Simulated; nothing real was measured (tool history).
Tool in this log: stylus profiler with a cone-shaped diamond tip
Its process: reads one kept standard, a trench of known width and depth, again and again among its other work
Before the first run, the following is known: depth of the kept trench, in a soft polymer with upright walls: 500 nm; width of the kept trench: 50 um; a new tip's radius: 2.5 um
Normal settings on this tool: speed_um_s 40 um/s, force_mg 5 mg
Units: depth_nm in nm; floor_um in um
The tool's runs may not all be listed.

run	hour	speed_um_s	force_mg	depth_nm	floor_um
1	0	40	5	512.1	46.76
2	37	20	5	511.84	46.74
3	78.9	40	2.68	507.97	46.56
4	101.7	40	2.68	508.29	46.61
5	144.6	40	2.68	508.1	46.61
6	183.1	40	2.68	507.99	46.6
7	206.5	40	2.68	507.96	46.57
8	226.1	40	2.68	508.25	46.6
9	250.8	136	4.24	510.93	46.2
10	292.7	40	3.71	510.04	46.61
11	325.5	59	5	511.92	46.5
12	349.1	54	1.74	506.02	46.38
13	368.1	98	2.85	508.76	46.21
14	387	27	5.36	512.78	46.63

Some steps in depth_nm, run to run, broken into two amounts with sign: the step expected even without the hidden condition (settings, incoming material, random variation), and the rest, left for the hidden condition together with whatever gauge scatter is not in both the measured and the hidden-condition-free result:
Unlogged tool condition in this case: radius of the tip, um; height scale over the true one, %; drift of the gauge itself on depth_nm, %; drift of the gauge itself on floor_um, %.
Run 2 -> 3: speed_um_s 20 -> 40, force_mg 5 -> 2.68. depth_nm -3.87 nm: hidden state +0.02, all else -3.89.
Run 11 -> 12: speed_um_s 59 -> 54, force_mg 5 -> 1.74. depth_nm -5.9 nm: hidden state +0, all else -5.9.
